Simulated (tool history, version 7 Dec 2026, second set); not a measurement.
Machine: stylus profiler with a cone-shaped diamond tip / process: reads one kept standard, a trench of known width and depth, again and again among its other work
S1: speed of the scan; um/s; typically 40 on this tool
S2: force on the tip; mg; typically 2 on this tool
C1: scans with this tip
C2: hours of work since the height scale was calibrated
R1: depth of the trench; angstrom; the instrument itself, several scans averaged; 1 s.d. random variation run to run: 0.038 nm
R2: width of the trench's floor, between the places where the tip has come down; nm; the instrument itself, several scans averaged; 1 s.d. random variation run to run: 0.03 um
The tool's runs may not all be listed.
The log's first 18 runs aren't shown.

| run | day | S1 | S2 | C1 | C2 | R1 | R2 |
|---|---|---|---|---|---|---|---|
| 19 | 13.221 | 29 | 3.25 | 4318 | 28 | 2041.8 | 47660 |
| 20 | 13.883 | 94 | 2 | 4373 | 37 | 2030.8 | 47140 |
|  | 13.979 | height scale calibrated on a step standard, once more |
| 21 | 14.892 | 86 | 2.81 | 4453 | 12 | 2033.1 | 47310 |
| 22 | 15.817 | 10 | 0.97 | 4529 | 25 | 2016.1 | 47720 |
| 23 | 16.258 | 10 | 0.97 | 4565 | 31 | 2016.4 | 47640 |
| 24 | 17.108 | 10 | 0.97 | 4635 | 42 | 2016.8 | 47680 |
| 25 | 18.083 | 118 | 1.36 | 4715 | 56 | 2021.1 | 46780 |
| 26 | 18.996 | 118 | 1.36 | 4789 | 68 | 2020.7 | 46810 |
| 27 | 19.558 | 21 | 3.06 | 4835 | 76 | 2036.5 | 47590 |
| 28 | 20.208 | 21 | 3.06 | 4889 | 84 | 2036.4 | 47650 |
| 29 | 21.175 | 21 | 3.06 | 4968 | 97 | 2036.2 | 47600 |
| 30 | 21.633 | 21 | 3.06 | 5005 | 104 | 2036 | 47690 |
| 31 | 22.333 | 98 | 4.07 | 5063 | 113 | 2043.5 | 47340 |
| 32 | 22.912 | 31 | 0.9 | 5110 | 121 | 2015 | 47470 |

3 options for the next run, each taken on its own from the tool as it stands now. Forecast them:
| A | 23.704 | 31 | 1.36 | 5175 | 132 | ? | ? |
| B | 23.704 | 31 | 4.65 | 5175 | 132 | ? | ? |
| C | 23.704 | 66 | 4.63 | 5175 | 132 | ? | ? |

| run | R1 | R2 |
|---|---|---|
| A | 2021.3 | 47510 |
| B | 2047.3 | 47590 |
| C | 2047.2 | 47430 |
Had the tool no hidden state, the same runs would have come out as:
| run | R1 | R2 |
|---|---|---|
| A | 2021.4 | 47800 |
| B | 2047.4 | 47890 |
| C | 2047.3 | 47720 |

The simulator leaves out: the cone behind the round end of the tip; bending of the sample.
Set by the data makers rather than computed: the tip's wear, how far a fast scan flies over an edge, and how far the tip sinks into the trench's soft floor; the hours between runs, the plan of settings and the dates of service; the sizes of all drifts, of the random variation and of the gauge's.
